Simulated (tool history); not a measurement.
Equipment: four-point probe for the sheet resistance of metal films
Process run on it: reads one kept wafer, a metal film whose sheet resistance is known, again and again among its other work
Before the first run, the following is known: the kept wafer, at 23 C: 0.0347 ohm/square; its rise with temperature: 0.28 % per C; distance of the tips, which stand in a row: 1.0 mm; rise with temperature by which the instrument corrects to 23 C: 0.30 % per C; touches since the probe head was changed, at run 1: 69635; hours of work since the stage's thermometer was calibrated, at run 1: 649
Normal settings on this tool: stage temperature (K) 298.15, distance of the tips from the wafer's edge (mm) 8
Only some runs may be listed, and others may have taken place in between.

run	hour	stage temperature (K)	distance of the tips from the wafer's edge (mm)	touches since the probe head was changed	hours of work since the stage's thermometer was calibrated	sheet resistance as the instrument gives it (ohm/square)
1	0.0	298.15	8	69635	649	0.034662
2	52.7	298.15	8	70957	683	0.034669
3	96.7	298.15	8	72060	711	0.034664
4	152.6	298.15	37	73463	748	0.034396
5	226.5	298.15	8	75317	796	0.034663
6	263.7	298.15	8	76252	820	0.034674
7	309.1	298.15	8	77389	849	0.034663
8	374.8	298.15	8	79037	892	0.034653
9	416.1	298.15	8	80074	919	0.034646
10	469.0	298.15	8	81400	953	0.034639
11	513.2	298.15	8	82510	982	0.034656
12	556.7	301.15	8	83601	1010	0.034622
13	599.1	301.15	8	84665	1037	0.034636
14	665.0	301.15	8	86319	1080	0.034627
15	709.7	298.15	8	87439	1109	0.034631
16	754.5	301.15	8	88563	1138	0.034630
17	829.6	293.15	8	90449	1187	0.034668
# hour 836.9: stage's thermometer calibrated
18	871.8	307.15	74	91495	23	0.034298
19	909.2	298.15	37	92432	47	0.034350
20	967.0	305.15	14	93883	84	0.034397
21	1032.9	300.15	14	95536	127	0.034437
22	1065.8	299.15	11	96362	149	0.034495
23	1101.1	299.15	11	97248	171	0.034498
24	1169.8	302.15	17	98971	216	0.034391
25	1240.1	302.15	17	100734	262	0.034374
# hour 1273.6: stage's thermometer calibrated, once more
26	1316.6	302.15	17	102640	28	0.034323
27	1364.3	292.15	8	103839	59	0.034611
28	1410.3	298.15	30	104991	89	0.034308
29	1457.4	299.15	8	106173	119	0.034581
30	1529.0	305.15	8	107971	166	0.034538
31	1579.0	294.15	8	109225	198	0.034592
32	1621.6	305.15	32	110294	226	0.034251
33	1677.2	298.15	32	111689	262	0.034287

Across each entry between runs, compare the hidden state at the last listed run before it with the hidden state at the first listed run after it:
From run 17 to run 18: stage's thermometer calibrated (hour 836.9)
  inner tips' distance over the nominal, %: -0.999 -> -1.005; tips' flats over new ones', %: 109 -> 110; wafer's true temperature over the reading, C: 0.4 -> 0.47
  measured less the result without the state, sheet resistance as the instrument gives it (ohm/square): -0.000338 -> -0.000331
From run 25 to run 26: stage's thermometer calibrated, once more (hour 1273.6)
  inner tips' distance over the nominal, %: -1.06 -> -1.071; tips' flats over new ones', %: 121 -> 123; wafer's true temperature over the reading, C: 0.55 -> 0.04
  measured less the result without the state, sheet resistance as the instrument gives it (ohm/square): -0.000345 -> -0.000398

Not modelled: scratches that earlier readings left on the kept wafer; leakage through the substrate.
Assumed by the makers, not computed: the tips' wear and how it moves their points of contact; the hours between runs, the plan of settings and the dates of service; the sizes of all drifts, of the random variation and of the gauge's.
